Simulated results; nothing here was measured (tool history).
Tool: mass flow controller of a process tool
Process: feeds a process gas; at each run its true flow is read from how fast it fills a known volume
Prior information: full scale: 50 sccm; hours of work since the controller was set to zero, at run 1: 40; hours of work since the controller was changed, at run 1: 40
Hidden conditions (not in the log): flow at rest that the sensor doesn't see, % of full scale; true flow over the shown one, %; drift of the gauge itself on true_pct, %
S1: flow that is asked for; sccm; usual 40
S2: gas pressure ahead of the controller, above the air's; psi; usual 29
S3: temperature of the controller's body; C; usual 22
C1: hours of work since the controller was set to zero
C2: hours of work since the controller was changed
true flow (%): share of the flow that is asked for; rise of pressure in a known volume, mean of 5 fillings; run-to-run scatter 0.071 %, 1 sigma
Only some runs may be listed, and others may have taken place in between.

run 1 day=0 | S1=40 S2=29 S3=22 | C1=40 C2=40 | true_flow_(%)=99.56
run 2 day=5.425 | S1=40 S2=29 S3=22 | C1=82 C2=82 | true_flow_(%)=99.52
run 3 day=10.346 | S1=46 S2=29 S3=22 | C1=120 C2=120 | true_flow_(%)=99.9
run 4 day=14.05 | S1=46 S2=29 S3=22 | C1=148 C2=148 | true_flow_(%)=99.92
run 5 day=18.479 | S1=46 S2=29 S3=22 | C1=183 C2=183 | true_flow_(%)=99.91
run 6 day=24.812 | S1=40 S2=29 S3=22 | C1=231 C2=231 | true_flow_(%)=99.53
run 7 day=31.079 | S1=40 S2=29 S3=21 | C1=279 C2=279 | true_flow_(%)=99.7
run 8 day=36.658 | S1=40 S2=29 S3=21 | C1=322 C2=322 | true_flow_(%)=99.65
run 9 day=39.612 | S1=40 S2=29 S3=21 | C1=345 C2=345 | true_flow_(%)=99.67
run 10 day=43.429 | S1=40 S2=29 S3=21 | C1=374 C2=374 | true_flow_(%)=99.71
run 11 day=50.658 | S1=40 S2=29 S3=21 | C1=430 C2=430 | true_flow_(%)=99.67
run 12 day=54.275 | S1=40 S2=29 S3=21 | C1=458 C2=458 | true_flow_(%)=99.7
run 13 day=59.229 | S1=40 S2=29 S3=21 | C1=496 C2=496 | true_flow_(%)=99.66
run 14 day=62.704 | S1=40 S2=29 S3=21 | C1=523 C2=523 | true_flow_(%)=99.68
run 15 day=69.775 | S1=40 S2=29 S3=21 | C1=577 C2=577 | true_flow_(%)=99.76
-- day=70.338 controller's zero set anew
run 16 day=72.812 | S1=40 S2=29 S3=35 | C1=19 C2=600 | true_flow_(%)=98.73
run 17 day=78.288 | S1=17 S2=40.3 S3=36 | C1=61 C2=643 | true_flow_(%)=97.29
run 18 day=81.938 | S1=8 S2=40.3 S3=36 | C1=89 C2=671 | true_flow_(%)=96.32
run 19 day=85.104 | S1=8 S2=40.3 S3=36 | C1=114 C2=695 | true_flow_(%)=96.29
run 20 day=91.154 | S1=31 S2=39.3 S3=36 | C1=160 C2=742 | true_flow_(%)=98.35
run 21 day=94.575 | S1=28 S2=40.3 S3=40 | C1=186 C2=768 | true_flow_(%)=97.85
run 22 day=101.062 | S1=45 S2=30 S3=37 | C1=236 C2=818 | true_flow_(%)=98.99
-- day=103.896 controller's zero set anew, once more
run 23 day=108.05 | S1=19 S2=21.2 S3=24 | C1=32 C2=871 | true_flow_(%)=98.27
run 24 day=113.325 | S1=46 S2=29.3 S3=29 | C1=73 C2=912 | true_flow_(%)=99.58
run 25 day=119.296 | S1=46 S2=29.3 S3=29 | C1=118 C2=958 | true_flow_(%)=99.72
run 26 day=122.888 | S1=46 S2=29.3 S3=29 | C1=146 C2=986 | true_flow_(%)=99.85
run 27 day=126.712 | S1=40 S2=21.5 S3=20 | C1=176 C2=1015 | true_flow_(%)=99.63
run 28 day=130.992 | S1=40 S2=21.5 S3=20 | C1=208 C2=1048 | true_flow_(%)=99.89
run 29 day=135.762 | S1=40 S2=23.1 S3=25 | C1=245 C2=1085 | true_flow_(%)=99.57

Below, each run's measurement less what the same run would have read without the hidden state. Both values contain the same run-to-run variation, but the gauge's scatter may not be the same in both:
run=1 true_flow_(%)=-0.04
run=2 true_flow_(%)=-0.03
run=3 true_flow_(%)=-0.01
run=4 true_flow_(%)=-0.01
run=5 true_flow_(%)=+0.01
run=6 true_flow_(%)=+0.01
run=7 true_flow_(%)=+0.02
run=8 true_flow_(%)=+0.03
run=9 true_flow_(%)=+0.04
run=10 true_flow_(%)=+0.04
run=11 true_flow_(%)=+0.06
run=12 true_flow_(%)=+0.07
run=13 true_flow_(%)=+0.07
run=14 true_flow_(%)=+0.07
run=15 true_flow_(%)=+0.09
run=16 true_flow_(%)=+0.07
run=17 true_flow_(%)=-0.15
run=18 true_flow_(%)=-0.61
run=19 true_flow_(%)=-0.61
run=20 true_flow_(%)=+0.04
run=21 true_flow_(%)=+0.02
run=22 true_flow_(%)=+0.14
run=23 true_flow_(%)=+0.31
run=24 true_flow_(%)=+0.33
run=25 true_flow_(%)=+0.35
run=26 true_flow_(%)=+0.35
run=27 true_flow_(%)=+0.35
run=28 true_flow_(%)=+0.37
run=29 true_flow_(%)=+0.38
